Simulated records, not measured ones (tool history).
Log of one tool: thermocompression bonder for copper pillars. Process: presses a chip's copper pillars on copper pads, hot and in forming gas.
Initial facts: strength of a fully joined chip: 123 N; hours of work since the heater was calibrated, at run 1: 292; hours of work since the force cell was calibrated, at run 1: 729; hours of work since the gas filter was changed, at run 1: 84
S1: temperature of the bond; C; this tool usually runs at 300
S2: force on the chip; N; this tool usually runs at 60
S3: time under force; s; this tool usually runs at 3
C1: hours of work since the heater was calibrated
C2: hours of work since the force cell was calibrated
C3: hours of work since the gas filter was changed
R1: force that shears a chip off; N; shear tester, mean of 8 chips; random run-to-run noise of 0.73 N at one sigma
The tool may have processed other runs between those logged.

{"run": 1, "day": 0.0, "S1": 300, "S2": 60, "S3": 3, "C1": 292, "C2": 729, "C3": 84, "R1": 83.7}
{"run": 2, "day": 1.538, "S1": 300, "S2": 60, "S3": 4, "C1": 308, "C2": 745, "C3": 100, "R1": 88.6}
{"run": 3, "day": 4.075, "S1": 300, "S2": 60, "S3": 4, "C1": 335, "C2": 772, "C3": 127, "R1": 86.9}
{"run": 4, "day": 6.017, "S1": 300, "S2": 64, "S3": 3, "C1": 356, "C2": 793, "C3": 147, "R1": 81.2}
{"day": 6.217, "done": "forming gas filter changed"}
{"run": 5, "day": 7.942, "S1": 303, "S2": 60, "S3": 3, "C1": 376, "C2": 813, "C3": 18, "R1": 89.1}
{"run": 6, "day": 9.746, "S1": 303, "S2": 60, "S3": 3, "C1": 395, "C2": 832, "C3": 37, "R1": 87.1}
{"run": 7, "day": 11.638, "S1": 300, "S2": 60, "S3": 7, "C1": 415, "C2": 852, "C3": 57, "R1": 99.5}
{"run": 8, "day": 12.875, "S1": 300, "S2": 60, "S3": 8, "C1": 428, "C2": 865, "C3": 70, "R1": 101.5}
{"run": 9, "day": 15.129, "S1": 325, "S2": 62, "S3": 2, "C1": 452, "C2": 889, "C3": 94, "R1": 91}
{"run": 10, "day": 17.475, "S1": 325, "S2": 62, "S3": 2, "C1": 477, "C2": 914, "C3": 119, "R1": 89.4}
{"run": 11, "day": 19.492, "S1": 325, "S2": 45, "S3": 6, "C1": 498, "C2": 935, "C3": 140, "R1": 97.9}
{"day": 20.358, "done": "forming gas filter changed"}
{"run": 12, "day": 20.788, "S1": 310, "S2": 57, "S3": 2, "C1": 511, "C2": 948, "C3": 5, "R1": 83.4}

Forecast each of these 4 alternatives for the next run:
{"run": "A", "day": 22.333, "S1": 313, "S2": 56, "S3": 2, "C1": 528, "C2": 965, "C3": 21, "R1": "?"}
{"run": "B", "day": 22.333, "S1": 296, "S2": 40, "S3": 3, "C1": 528, "C2": 965, "C3": 21, "R1": "?"}
{"run": "C", "day": 22.333, "S1": 281, "S2": 63, "S3": 2, "C1": 528, "C2": 965, "C3": 21, "R1": "?"}
{"run": "D", "day": 22.333, "S1": 327, "S2": 60, "S3": 3, "C1": 528, "C2": 965, "C3": 21, "R1": "?"}

run=A R1=85.8
run=B R1=71.5
run=C R1=62.2
run=D R1=104
With the hidden condition removed and each run's random variation left untouched, the same runs would have given:
run=A R1=88.8
run=B R1=74.5
run=C R1=65.1
run=D R1=106.7
